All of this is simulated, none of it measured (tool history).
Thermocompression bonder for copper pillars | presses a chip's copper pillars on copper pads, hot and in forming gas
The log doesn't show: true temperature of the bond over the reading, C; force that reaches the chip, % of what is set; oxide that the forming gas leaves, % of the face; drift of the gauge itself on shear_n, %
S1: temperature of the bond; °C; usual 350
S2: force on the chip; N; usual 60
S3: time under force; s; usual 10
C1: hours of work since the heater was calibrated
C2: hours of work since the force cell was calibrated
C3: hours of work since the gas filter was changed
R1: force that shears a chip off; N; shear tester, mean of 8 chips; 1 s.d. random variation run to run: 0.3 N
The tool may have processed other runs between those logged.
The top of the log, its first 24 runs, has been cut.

| run | hour | S1 | S2 | S3 | C1 | C2 | C3 | R1 |
|---|---|---|---|---|---|---|---|---|
| 25 | 880.9 | 350 | 60 | 9 | 1407 | 1095 | 33 | 47 |
| 26 | 921.2 | 350 | 60 | 9 | 1426 | 1114 | 52 | 47.3 |
| 27 | 948.3 | 353 | 60 | 13 | 1439 | 1127 | 65 | 54.8 |
| 28 | 994.1 | 362 | 60 | 13 | 1461 | 1149 | 86 | 57.5 |
| 29 | 1014.7 | 362 | 60 | 13 | 1471 | 1159 | 96 | 58.4 |
| 30 | 1045.8 | 362 | 60 | 13 | 1485 | 1174 | 111 | 57.6 |
| 31 | 1074.5 | 362 | 60 | 13 | 1499 | 1187 | 125 | 57.8 |
| 32 | 1118 | 339 | 53 | 28 | 1520 | 1208 | 145 | 60.3 |
| 33 | 1156.5 | 345 | 43 | 23 | 1538 | 1226 | 163 | 53.9 |
| 34 | 1193.8 | 345 | 43 | 23 | 1556 | 1244 | 181 | 53.3 |
| 35 | 1223.4 | 377 | 36 | 23 | 1570 | 1258 | 195 | 59.6 |
| 36 | 1247.7 | 350 | 40 | 11 | 1581 | 1269 | 207 | 40.5 |
| 37 | 1270.9 | 350 | 40 | 11 | 1592 | 1280 | 218 | 40.2 |
| 38 | 1302.6 | 375 | 64 | 11 | 1607 | 1295 | 233 | 60.6 |
| 39 | 1340.5 | 375 | 64 | 11 | 1625 | 1313 | 251 | 60.9 |
| 40 | 1370.8 | 350 | 64 | 17 | 1640 | 1328 | 265 | 60.4 |
| 41 | 1401.1 | 350 | 64 | 17 | 1654 | 1342 | 279 | 60.2 |

What if the next run were any one of these 3? Each begins from the tool's condition after run 41:
| A | 1447.5 | 350 | 50 | 6 | 1676 | 1364 | 301 | ? |
| B | 1447.5 | 369 | 69 | 17 | 1676 | 1364 | 301 | ? |
| C | 1447.5 | 350 | 64 | 19 | 1676 | 1364 | 301 | ? |

| run | R1 |
|---|---|
| A | 35.5 |
| B | 69.4 |
| C | 62.2 |
Stripped of hidden state, with their random variation kept, the same runs would have yielded:
| run | R1 |
|---|---|
| A | 35.6 |
| B | 69.6 |
| C | 62.4 |

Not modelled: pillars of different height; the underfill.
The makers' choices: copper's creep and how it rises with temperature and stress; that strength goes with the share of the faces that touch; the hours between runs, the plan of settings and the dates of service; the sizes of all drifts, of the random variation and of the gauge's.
